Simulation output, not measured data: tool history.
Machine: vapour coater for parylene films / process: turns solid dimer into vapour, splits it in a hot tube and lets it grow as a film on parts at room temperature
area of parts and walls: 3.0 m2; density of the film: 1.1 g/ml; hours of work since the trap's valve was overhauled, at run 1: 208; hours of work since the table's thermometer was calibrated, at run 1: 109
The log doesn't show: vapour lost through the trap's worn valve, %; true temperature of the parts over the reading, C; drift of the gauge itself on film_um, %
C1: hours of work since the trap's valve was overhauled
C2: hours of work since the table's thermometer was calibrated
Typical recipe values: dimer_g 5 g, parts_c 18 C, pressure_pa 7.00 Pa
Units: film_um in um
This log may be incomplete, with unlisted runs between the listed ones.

run 1 hour=0.0 | dimer_g=5 parts_c=18 pressure_pa=7.00 | C1=208 C2=109 | film_um=0.815
run 2 hour=15.1 | dimer_g=5 parts_c=18 pressure_pa=7.00 | C1=215 C2=116 | film_um=0.815
run 3 hour=27.7 | dimer_g=5 parts_c=18 pressure_pa=7.00 | C1=221 C2=123 | film_um=0.800
run 4 hour=45.9 | dimer_g=5 parts_c=15 pressure_pa=7.00 | C1=230 C2=131 | film_um=0.919
run 5 hour=55.3 | dimer_g=5 parts_c=15 pressure_pa=7.00 | C1=234 C2=136 | film_um=0.917
run 6 hour=70.1 | dimer_g=5 parts_c=15 pressure_pa=7.00 | C1=242 C2=143 | film_um=0.914
-- hour=79.2 trap's valve overhauled
run 7 hour=81.9 | dimer_g=8 parts_c=18 pressure_pa=7.00 | C1=1 C2=147 | film_um=1.360
run 8 hour=91.1 | dimer_g=8 parts_c=18 pressure_pa=7.00 | C1=6 C2=151 | film_um=1.344
run 9 hour=103.9 | dimer_g=8 parts_c=18 pressure_pa=7.00 | C1=12 C2=158 | film_um=1.363
run 10 hour=116.6 | dimer_g=8 parts_c=18 pressure_pa=7.00 | C1=18 C2=164 | film_um=1.363
run 11 hour=127.7 | dimer_g=4 parts_c=18 pressure_pa=7.00 | C1=23 C2=169 | film_um=0.671
run 12 hour=142.7 | dimer_g=4 parts_c=18 pressure_pa=5.87 | C1=31 C2=176 | film_um=0.691
run 13 hour=152.1 | dimer_g=5 parts_c=18 pressure_pa=3.10 | C1=35 C2=181 | film_um=0.916
run 14 hour=165.9 | dimer_g=7 parts_c=18 pressure_pa=3.10 | C1=42 C2=188 | film_um=1.262
run 15 hour=176.2 | dimer_g=5 parts_c=18 pressure_pa=7.00 | C1=47 C2=193 | film_um=0.841
run 16 hour=191.3 | dimer_g=5 parts_c=18 pressure_pa=7.00 | C1=54 C2=200 | film_um=0.839
run 17 hour=201.9 | dimer_g=5 parts_c=18 pressure_pa=7.00 | C1=60 C2=205 | film_um=0.847
run 18 hour=215.4 | dimer_g=5 parts_c=18 pressure_pa=7.00 | C1=66 C2=212 | film_um=0.834
run 19 hour=229.2 | dimer_g=5 parts_c=22 pressure_pa=7.00 | C1=73 C2=218 | film_um=0.720
run 20 hour=239.2 | dimer_g=5 parts_c=18 pressure_pa=7.00 | C1=78 C2=223 | film_um=0.830
run 21 hour=252.9 | dimer_g=5 parts_c=18 pressure_pa=7.00 | C1=84 C2=230 | film_um=0.834
run 22 hour=261.4 | dimer_g=5 parts_c=18 pressure_pa=3.28 | C1=88 C2=234 | film_um=0.887
run 23 hour=274.6 | dimer_g=5 parts_c=18 pressure_pa=9.67 | C1=95 C2=240 | film_um=0.804
run 24 hour=291.6 | dimer_g=3 parts_c=18 pressure_pa=9.67 | C1=103 C2=249 | film_um=0.477
run 25 hour=302.4 | dimer_g=7 parts_c=13 pressure_pa=2.13 | C1=108 C2=254 | film_um=1.550
run 26 hour=317.9 | dimer_g=5 parts_c=18 pressure_pa=2.88 | C1=116 C2=261 | film_um=0.880
run 27 hour=328.9 | dimer_g=5 parts_c=24 pressure_pa=7.00 | C1=121 C2=267 | film_um=0.648
run 28 hour=342.6 | dimer_g=3 parts_c=18 pressure_pa=2.85 | C1=128 C2=273 | film_um=0.530
run 29 hour=359.2 | dimer_g=2 parts_c=21 pressure_pa=2.88 | C1=136 C2=281 | film_um=0.311
run 30 hour=377.7 | dimer_g=2 parts_c=21 pressure_pa=2.88 | C1=145 C2=290 | film_um=0.313
run 31 hour=392.6 | dimer_g=9 parts_c=10 pressure_pa=7.00 | C1=152 C2=298 | film_um=2.045
run 32 hour=407.7 | dimer_g=9 parts_c=12 pressure_pa=11.59 | C1=159 C2=305 | film_um=1.793
run 33 hour=423.6 | dimer_g=5 parts_c=18 pressure_pa=5.58 | C1=167 C2=313 | film_um=0.845
run 34 hour=441.1 | dimer_g=5 parts_c=29 pressure_pa=7.24 | C1=176 C2=321 | film_um=0.548
run 35 hour=449.5 | dimer_g=5 parts_c=11 pressure_pa=5.52 | C1=180 C2=325 | film_um=1.086
run 36 hour=459.5 | dimer_g=5 parts_c=27 pressure_pa=3.61 | C1=184 C2=330 | film_um=0.616
run 37 hour=469.1 | dimer_g=5 parts_c=27 pressure_pa=3.61 | C1=189 C2=335 | film_um=0.613
run 38 hour=482.7 | dimer_g=5 parts_c=18 pressure_pa=5.80 | C1=196 C2=341 | film_um=0.833
run 39 hour=491.1 | dimer_g=5 parts_c=18 pressure_pa=5.80 | C1=200 C2=345 | film_um=0.832
run 40 hour=499.2 | dimer_g=5 parts_c=14 pressure_pa=5.93 | C1=204 C2=349 | film_um=0.963
run 41 hour=517.0 | dimer_g=5 parts_c=14 pressure_pa=5.93 | C1=212 C2=358 | film_um=0.966
run 42 hour=532.7 | dimer_g=5 parts_c=23 pressure_pa=5.97 | C1=220 C2=366 | film_um=0.677
run 43 hour=542.7 | dimer_g=5 parts_c=23 pressure_pa=5.97 | C1=225 C2=370 | film_um=0.691
run 44 hour=552.0 | dimer_g=5 parts_c=23 pressure_pa=2.64 | C1=229 C2=375 | film_um=0.729
run 45 hour=564.4 | dimer_g=5 parts_c=14 pressure_pa=11.58 | C1=235 C2=381 | film_um=0.903
run 46 hour=575.8 | dimer_g=5 parts_c=14 pressure_pa=11.58 | C1=241 C2=386 | film_um=0.892
-- hour=587.2 trap's valve overhauled
run 47 hour=595.7 | dimer_g=5 parts_c=14 pressure_pa=11.58 | C1=4 C2=394 | film_um=0.963

Measured result minus the same run's result without the hidden state. Both carry the same run-to-run variation, though not necessarily the same gauge scatter:
run=1 film_um=-0.053
run=2 film_um=-0.054
run=3 film_um=-0.055
run=4 film_um=-0.065
run=5 film_um=-0.066
run=6 film_um=-0.067
run=7 film_um=-0.023
run=8 film_um=-0.024
run=9 film_um=-0.026
run=10 film_um=-0.028
run=11 film_um=-0.015
run=12 film_um=-0.016
run=13 film_um=-0.023
run=14 film_um=-0.035
run=15 film_um=-0.024
run=16 film_um=-0.025
run=17 film_um=-0.026
run=18 film_um=-0.027
run=19 film_um=-0.025
run=20 film_um=-0.029
run=21 film_um=-0.031
run=22 film_um=-0.034
run=23 film_um=-0.033
run=24 film_um=-0.020
run=25 film_um=-0.068
run=26 film_um=-0.041
run=27 film_um=-0.030
run=28 film_um=-0.026
run=29 film_um=-0.016
run=30 film_um=-0.016
run=31 film_um=-0.111
run=32 film_um=-0.101
run=33 film_um=-0.050
run=34 film_um=-0.032
run=35 film_um=-0.068
run=36 film_um=-0.038
run=37 film_um=-0.039
run=38 film_um=-0.055
run=39 film_um=-0.055
run=40 film_um=-0.066
run=41 film_um=-0.067
run=42 film_um=-0.049
run=43 film_um=-0.050
run=44 film_um=-0.055
run=45 film_um=-0.070
run=46 film_um=-0.070
run=47 film_um=-0.010

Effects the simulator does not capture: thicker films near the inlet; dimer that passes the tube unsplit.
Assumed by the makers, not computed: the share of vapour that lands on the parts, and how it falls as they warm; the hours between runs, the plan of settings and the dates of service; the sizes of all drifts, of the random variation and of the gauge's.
